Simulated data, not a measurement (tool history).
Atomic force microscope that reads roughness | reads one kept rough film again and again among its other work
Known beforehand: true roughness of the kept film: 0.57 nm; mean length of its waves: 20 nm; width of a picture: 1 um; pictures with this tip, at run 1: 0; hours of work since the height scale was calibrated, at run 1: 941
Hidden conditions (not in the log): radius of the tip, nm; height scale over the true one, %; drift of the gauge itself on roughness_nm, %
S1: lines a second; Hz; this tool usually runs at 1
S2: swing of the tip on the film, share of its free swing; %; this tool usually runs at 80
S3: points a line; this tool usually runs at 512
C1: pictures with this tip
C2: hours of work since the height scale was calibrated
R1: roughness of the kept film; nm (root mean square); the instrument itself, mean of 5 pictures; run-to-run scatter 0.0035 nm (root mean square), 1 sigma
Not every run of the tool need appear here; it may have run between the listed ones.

{"run": 1, "day": 0.0, "S1": 1, "S2": 80, "S3": 512, "C1": 0, "C2": 941, "R1": 0.497}
{"run": 2, "day": 2.421, "S1": 1, "S2": 80, "S3": 512, "C1": 99, "C2": 977, "R1": 0.497}
{"day": 3.375, "done": "new tip fitted"}
{"run": 3, "day": 4.708, "S1": 1, "S2": 80, "S3": 512, "C1": 54, "C2": 1012, "R1": 0.496}
{"day": 6.754, "done": "new tip fitted"}
{"run": 4, "day": 6.846, "S1": 1, "S2": 80, "S3": 512, "C1": 4, "C2": 1044, "R1": 0.492}
{"run": 5, "day": 8.208, "S1": 1, "S2": 80, "S3": 512, "C1": 59, "C2": 1065, "R1": 0.488}
{"day": 10.167, "done": "new tip fitted"}
{"run": 6, "day": 10.638, "S1": 1, "S2": 80, "S3": 512, "C1": 19, "C2": 1102, "R1": 0.497}
{"run": 7, "day": 11.858, "S1": 1, "S2": 80, "S3": 512, "C1": 69, "C2": 1120, "R1": 0.492}
{"day": 13.471, "done": "new tip fitted"}
{"run": 8, "day": 14.221, "S1": 1, "S2": 80, "S3": 512, "C1": 30, "C2": 1156, "R1": 0.495}
{"run": 9, "day": 15.321, "S1": 1, "S2": 80, "S3": 512, "C1": 75, "C2": 1173, "R1": 0.493}
{"day": 16.833, "done": "new tip fitted"}
{"run": 10, "day": 17.312, "S1": 1, "S2": 80, "S3": 262, "C1": 20, "C2": 1203, "R1": 0.488}
{"day": 18.729, "done": "height scale calibrated on a step standard"}
{"run": 11, "day": 19.262, "S1": 1, "S2": 80, "S3": 512, "C1": 98, "C2": 8, "R1": 0.491}
{"day": 20.254, "done": "new tip fitted"}
{"run": 12, "day": 20.971, "S1": 1, "S2": 80, "S3": 512, "C1": 29, "C2": 34, "R1": 0.493}
{"run": 13, "day": 23.5, "S1": 1, "S2": 80, "S3": 512, "C1": 132, "C2": 72, "R1": 0.496}
{"day": 23.683, "done": "new tip fitted"}
{"run": 14, "day": 25.721, "S1": 1, "S2": 75, "S3": 327, "C1": 83, "C2": 106, "R1": 0.496}
{"day": 27.183, "done": "new tip fitted"}
{"run": 15, "day": 28.058, "S1": 2.65, "S2": 75, "S3": 324, "C1": 36, "C2": 141, "R1": 0.448}
{"run": 16, "day": 29.592, "S1": 1, "S2": 80, "S3": 267, "C1": 99, "C2": 165, "R1": 0.484}

Estimate the outcome of run 17 from the log above:
{"day": 30.479, "done": "new tip fitted"}
{"run": 17, "day": 30.871, "S1": 1, "S2": 80, "S3": 267, "C1": 16, "C2": 184, "R1": "?"}

R1: 0.488 nm (root mean square)
With no hidden state in the tool, this same run would have given R1 0.489 nm (root mean square).

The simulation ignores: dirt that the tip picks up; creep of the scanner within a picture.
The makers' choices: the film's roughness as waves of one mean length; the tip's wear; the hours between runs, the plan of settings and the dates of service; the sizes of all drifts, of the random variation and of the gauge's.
